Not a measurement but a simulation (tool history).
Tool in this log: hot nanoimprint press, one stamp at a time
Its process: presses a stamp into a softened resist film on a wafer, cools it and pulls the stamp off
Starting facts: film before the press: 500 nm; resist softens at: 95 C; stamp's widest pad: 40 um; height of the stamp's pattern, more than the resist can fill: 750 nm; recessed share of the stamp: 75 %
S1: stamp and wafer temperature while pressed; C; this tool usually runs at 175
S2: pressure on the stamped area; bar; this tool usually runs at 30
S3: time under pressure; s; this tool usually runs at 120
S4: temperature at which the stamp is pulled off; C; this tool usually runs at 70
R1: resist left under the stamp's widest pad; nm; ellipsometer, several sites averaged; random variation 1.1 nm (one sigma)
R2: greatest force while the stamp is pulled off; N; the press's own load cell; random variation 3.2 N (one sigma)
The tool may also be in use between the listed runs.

run 1 hour=0 | S1=175 S2=30 S3=120 S4=70 | R1=245.1 R2=153
run 2 hour=25.7 | S1=175 S2=30 S3=120 S4=70 | R1=244.7 R2=160
run 3 hour=50.6 | S1=175 S2=30 S3=120 S4=70 | R1=242.6 R2=151
run 4 hour=74.9 | S1=175 S2=30 S3=120 S4=70 | R1=245.2 R2=153
run 5 hour=98.8 | S1=175 S2=30 S3=120 S4=70 | R1=243.3 R2=151
run 6 hour=117.1 | S1=175 S2=30 S3=120 S4=70 | R1=244 R2=149
run 7 hour=137.4 | S1=175 S2=20.4 S3=120 S4=70 | R1=283.8 R2=155
run 8 hour=162.6 | S1=175 S2=20.4 S3=120 S4=70 | R1=285.7 R2=160
run 9 hour=179.7 | S1=175 S2=20.4 S3=120 S4=70 | R1=285.1 R2=154
run 10 hour=196.8 | S1=175 S2=30 S3=120 S4=70 | R1=241.9 R2=150
run 11 hour=214.3 | S1=175 S2=30 S3=120 S4=70 | R1=239.5 R2=159
run 12 hour=237.9 | S1=175 S2=30 S3=120 S4=70 | R1=241.7 R2=156
run 13 hour=252.9 | S1=175 S2=30 S3=120 S4=70 | R1=241.7 R2=153
run 14 hour=272 | S1=175 S2=30 S3=120 S4=70 | R1=240.6 R2=155
run 15 hour=293.6 | S1=175 S2=30 S3=120 S4=70 | R1=240.7 R2=154
run 16 hour=304.3 | S1=175 S2=19.6 S3=82 S4=70 | R1=319.6 R2=151
run 17 hour=320.4 | S1=175 S2=19.6 S3=92 S4=56 | R1=310.9 R2=191
run 18 hour=339 | S1=168 S2=31.2 S3=190 S4=56 | R1=252.1 R2=193
run 19 hour=352.9 | S1=175 S2=33.4 S3=174 S4=70 | R1=198 R2=149
run 20 hour=365.2 | S1=175 S2=33.4 S3=174 S4=73 | R1=196.9 R2=147
run 21 hour=376 | S1=179 S2=33.4 S3=66 S4=70 | R1=247.7 R2=156
-- hour=391.7 gauge calibrated
run 22 hour=391.7 | S1=179 S2=33.4 S3=66 S4=70 | R1=254.9 R2=152
run 23 hour=410.2 | S1=175 S2=43.3 S3=120 S4=60 | R1=205.9 R2=176
run 24 hour=429.3 | S1=171 S2=22.9 S3=120 S4=61 | R1=308.7 R2=178
run 25 hour=453.5 | S1=170 S2=42 S3=203 S4=72 | R1=203.4 R2=153
run 26 hour=465.9 | S1=170 S2=42 S3=203 S4=72 | R1=205.7 R2=148
run 27 hour=487.9 | S1=170 S2=42 S3=203 S4=72 | R1=204.3 R2=150
run 28 hour=506.4 | S1=170 S2=18.3 S3=70 S4=72 | R1=379.8 R2=154
run 29 hour=525.2 | S1=170 S2=18.3 S3=70 S4=72 | R1=384.3 R2=150

The same runs without the tool's hidden state, with the same run-to-run variation:
Hidden conditions of the tool in this case: true temperature over the reading, C; pressure that arrives at the usual setting, %; grip of the stamp's worn release coat, % over a new coat's; drift of the gauge itself on residual_nm, %; drift of the gauge itself on pull_off_n, %.
run=1 R1=245
run=2 R1=245.1
run=3 R1=243.4
run=4 R1=246.4
run=5 R1=244.8
run=6 R1=245.8
run=7 R1=286.4
run=8 R1=288.9
run=9 R1=288.5
run=10 R1=245.1
run=11 R1=242.9
run=12 R1=245.6
run=13 R1=245.8
run=14 R1=245
run=15 R1=245.5
run=16 R1=326.2
run=17 R1=317.7
run=18 R1=257.9
run=19 R1=202.8
run=20 R1=201.8
run=21 R1=254
run=22 R1=255
run=23 R1=206.2
run=24 R1=309.7
run=25 R1=204.3
run=26 R1=206.8
run=27 R1=205.7
run=28 R1=382.9
run=29 R1=388
R2: within 2 N of the measured result in every run.
